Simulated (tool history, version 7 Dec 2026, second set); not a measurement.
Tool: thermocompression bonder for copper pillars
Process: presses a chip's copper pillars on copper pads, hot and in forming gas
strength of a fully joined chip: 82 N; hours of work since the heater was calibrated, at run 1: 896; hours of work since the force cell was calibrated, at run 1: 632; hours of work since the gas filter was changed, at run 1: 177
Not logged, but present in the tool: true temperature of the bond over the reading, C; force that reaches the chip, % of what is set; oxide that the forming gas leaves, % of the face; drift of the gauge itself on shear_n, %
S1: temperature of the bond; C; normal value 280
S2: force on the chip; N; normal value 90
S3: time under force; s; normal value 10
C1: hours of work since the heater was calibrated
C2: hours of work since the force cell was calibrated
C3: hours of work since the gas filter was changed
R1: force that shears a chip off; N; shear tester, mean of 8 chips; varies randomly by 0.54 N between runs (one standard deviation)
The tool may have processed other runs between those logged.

run 1 hour=0.0 | S1=280 S2=90 S3=10 | C1=896 C2=632 C3=177 | R1=54.7
run 2 hour=18.7 | S1=280 S2=90 S3=10 | C1=905 C2=640 C3=185 | R1=54.2
run 3 hour=42.1 | S1=280 S2=90 S3=10 | C1=915 C2=650 C3=195 | R1=54.6
run 4 hour=70.3 | S1=280 S2=90 S3=10 | C1=927 C2=663 C3=208 | R1=54.3
run 5 hour=99.8 | S1=280 S2=90 S3=11 | C1=941 C2=676 C3=221 | R1=55.7
run 6 hour=128.6 | S1=280 S2=65 S3=10 | C1=953 C2=688 C3=234 | R1=48.8
run 7 hour=162.7 | S1=280 S2=65 S3=10 | C1=968 C2=704 C3=249 | R1=47.5
run 8 hour=186.0 | S1=280 S2=90 S3=10 | C1=979 C2=714 C3=259 | R1=53.6
run 9 hour=216.0 | S1=280 S2=90 S3=10 | C1=992 C2=727 C3=272 | R1=53.1
run 10 hour=237.7 | S1=280 S2=90 S3=10 | C1=1002 C2=737 C3=282 | R1=52.7
run 11 hour=267.3 | S1=272 S2=90 S3=10 | C1=1015 C2=750 C3=295 | R1=49.6
run 12 hour=283.2 | S1=272 S2=90 S3=10 | C1=1022 C2=757 C3=302 | R1=49.5
run 13 hour=305.2 | S1=280 S2=90 S3=10 | C1=1031 C2=767 C3=312 | R1=52.7
run 14 hour=333.0 | S1=280 S2=90 S3=10 | C1=1044 C2=779 C3=324 | R1=53.1
run 15 hour=370.3 | S1=280 S2=90 S3=8 | C1=1060 C2=795 C3=341 | R1=50.7
-- hour=393.9 forming gas filter changed
run 16 hour=403.3 | S1=280 S2=90 S3=10 | C1=1075 C2=810 C3=4 | R1=56.1
run 17 hour=418.8 | S1=280 S2=90 S3=10 | C1=1081 C2=817 C3=11 | R1=56.6
run 18 hour=444.6 | S1=280 S2=90 S3=10 | C1=1093 C2=828 C3=22 | R1=56.4
run 19 hour=460.6 | S1=280 S2=90 S3=10 | C1=1100 C2=835 C3=30 | R1=55.8
run 20 hour=483.9 | S1=280 S2=90 S3=10 | C1=1110 C2=845 C3=40 | R1=56.1
run 21 hour=514.2 | S1=280 S2=90 S3=10 | C1=1124 C2=859 C3=53 | R1=55.5
run 22 hour=541.3 | S1=280 S2=60 S3=15 | C1=1136 C2=871 C3=65 | R1=54.7
run 23 hour=561.3 | S1=250 S2=71 S3=29 | C1=1145 C2=880 C3=74 | R1=53.1
run 24 hour=586.6 | S1=270 S2=87 S3=22 | C1=1156 C2=891 C3=85 | R1=61.9
run 25 hour=618.2 | S1=302 S2=83 S3=10 | C1=1170 C2=905 C3=99 | R1=63.3
run 26 hour=644.2 | S1=272 S2=83 S3=22 | C1=1181 C2=916 C3=111 | R1=60.9
run 27 hour=662.4 | S1=278 S2=90 S3=20 | C1=1189 C2=925 C3=119 | R1=63.7
run 28 hour=693.4 | S1=288 S2=123 S3=7 | C1=1203 C2=938 C3=133 | R1=58.8
run 29 hour=720.2 | S1=288 S2=123 S3=7 | C1=1215 C2=950 C3=144 | R1=60.2
run 30 hour=748.3 | S1=280 S2=90 S3=26 | C1=1227 C2=963 C3=157 | R1=66.9
run 31 hour=767.5 | S1=292 S2=113 S3=26 | C1=1236 C2=971 C3=165 | R1=72.8
run 32 hour=794.0 | S1=276 S2=113 S3=26 | C1=1248 C2=983 C3=177 | R1=69.7
run 33 hour=815.0 | S1=254 S2=90 S3=10 | C1=1257 C2=992 C3=186 | R1=42.9
run 34 hour=844.1 | S1=304 S2=120 S3=10 | C1=1270 C2=1005 C3=199 | R1=68.0
run 35 hour=859.9 | S1=304 S2=120 S3=10 | C1=1277 C2=1012 C3=206 | R1=69.9
run 36 hour=887.3 | S1=309 S2=104 S3=10 | C1=1289 C2=1024 C3=218 | R1=68.1
run 37 hour=923.8 | S1=272 S2=94 S3=10 | C1=1305 C2=1040 C3=235 | R1=52.3
run 38 hour=952.3 | S1=290 S2=94 S3=10 | C1=1318 C2=1053 C3=247 | R1=60.0
run 39 hour=981.3 | S1=290 S2=103 S3=17 | C1=1330 C2=1066 C3=260 | R1=66.6
run 40 hour=1010.8 | S1=280 S2=90 S3=21 | C1=1343 C2=1079 C3=273 | R1=63.6

For some of the steps in R1 from one run to the next: how much would appear even if the tool had no hidden state, given the settings, what came in and random variation, and how much remains for the hidden state plus any gauge scatter that the measured result and the result without hidden state don't share?
Run 15 -> 16: S3 8 -> 10, forming gas filter changed. R1 +5.4 N: hidden state +3.6, all else +1.8.
Run 32 -> 33: S1 276 -> 254, S2 113 -> 90, S3 26 -> 10. R1 -26.8 N: hidden state +1.3, all else -28.1.
Run 33 -> 34: S1 254 -> 304, S2 90 -> 120. R1 +25.1 N: hidden state -1.6, all else +26.7.
Run 36 -> 37: S1 309 -> 272, S2 104 -> 94. R1 -15.8 N: hidden state +1.0, all else -16.8.
